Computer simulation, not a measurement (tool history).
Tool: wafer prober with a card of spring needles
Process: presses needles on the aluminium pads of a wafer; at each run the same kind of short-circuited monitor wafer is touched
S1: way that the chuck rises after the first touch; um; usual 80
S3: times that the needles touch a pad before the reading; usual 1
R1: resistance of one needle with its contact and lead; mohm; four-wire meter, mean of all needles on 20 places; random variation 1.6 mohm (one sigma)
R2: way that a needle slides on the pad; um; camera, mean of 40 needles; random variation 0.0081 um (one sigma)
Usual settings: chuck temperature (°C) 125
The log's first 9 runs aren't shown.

-- day=4.517 tips cleaned on abrasive film
run 10 day=4.517 | S1=80 chuck_temperature_(°C)=125 S3=1 | R1=163 R2=9.794
run 11 day=5.021 | S1=80 chuck_temperature_(°C)=125 S3=1 | R1=193 R2=9.81
-- day=5.408 tips cleaned on abrasive film
run 12 day=5.458 | S1=80 chuck_temperature_(°C)=125 S3=2 | R1=160 R2=9.802
run 13 day=5.962 | S1=80 chuck_temperature_(°C)=125 S3=2 | R1=175 R2=9.806
-- day=6.283 tips cleaned on abrasive film
run 14 day=6.454 | S1=95 chuck_temperature_(°C)=125 S3=1 | R1=168 R2=11.651
run 15 day=6.904 | S1=80 chuck_temperature_(°C)=125 S3=1 | R1=192 R2=9.798
-- day=7.154 tips cleaned on abrasive film
run 16 day=7.35 | S1=92 chuck_temperature_(°C)=125 S3=1 | R1=168 R2=11.277
run 17 day=7.846 | S1=92 chuck_temperature_(°C)=125 S3=1 | R1=183 R2=11.268
-- day=8.075 tips cleaned on abrasive film
run 18 day=8.367 | S1=92 chuck_temperature_(°C)=125 S3=1 | R1=177 R2=11.261
-- day=8.958 tips cleaned on abrasive film
run 19 day=8.958 | S1=92 chuck_temperature_(°C)=125 S3=1 | R1=157 R2=11.269
run 20 day=9.388 | S1=97 chuck_temperature_(°C)=55 S3=1 | R1=171 R2=11.869
-- day=9.854 tips cleaned on abrasive film
run 21 day=9.854 | S1=64 chuck_temperature_(°C)=125 S3=1 | R1=164 R2=7.784
-- day=9.925 height of the first contact set anew
run 22 day=10.467 | S1=62 chuck_temperature_(°C)=70 S3=3 | R1=173 R2=7.514
-- day=10.746 tips cleaned on abrasive film
run 23 day=10.917 | S1=67 chuck_temperature_(°C)=44 S3=2 | R1=160 R2=8.105
run 24 day=11.517 | S1=67 chuck_temperature_(°C)=44 S3=2 | R1=183 R2=8.104
-- day=11.629 tips cleaned on abrasive film
run 25 day=11.838 | S1=67 chuck_temperature_(°C)=44 S3=2 | R1=163 R2=8.105
run 26 day=12.2 | S1=90 chuck_temperature_(°C)=125 S3=1 | R1=185 R2=10.928
-- day=12.529 tips cleaned on abrasive film
run 27 day=12.658 | S1=81 chuck_temperature_(°C)=125 S3=1 | R1=173 R2=9.832
run 28 day=13.004 | S1=61 chuck_temperature_(°C)=32 S3=2 | R1=181 R2=7.364
-- day=13.429 height of the first contact set anew, once more
-- day=13.433 tips cleaned on abrasive film
run 29 day=13.638 | S1=61 chuck_temperature_(°C)=32 S3=2 | R1=165 R2=7.533
run 30 day=14.233 | S1=90 chuck_temperature_(°C)=38 S3=3 | R1=158 R2=11.111

The next listed run, before its measurement:
-- day=14.338 tips cleaned on abrasive film
run 31 day=14.579 | S1=82 chuck_temperature_(°C)=29 S3=1 | R1=? R2=?

R1: 166 mohm
R2: 10.112 um
Without the tool's hidden state the same run would have given R1 143 mohm, R2 10.123 um.
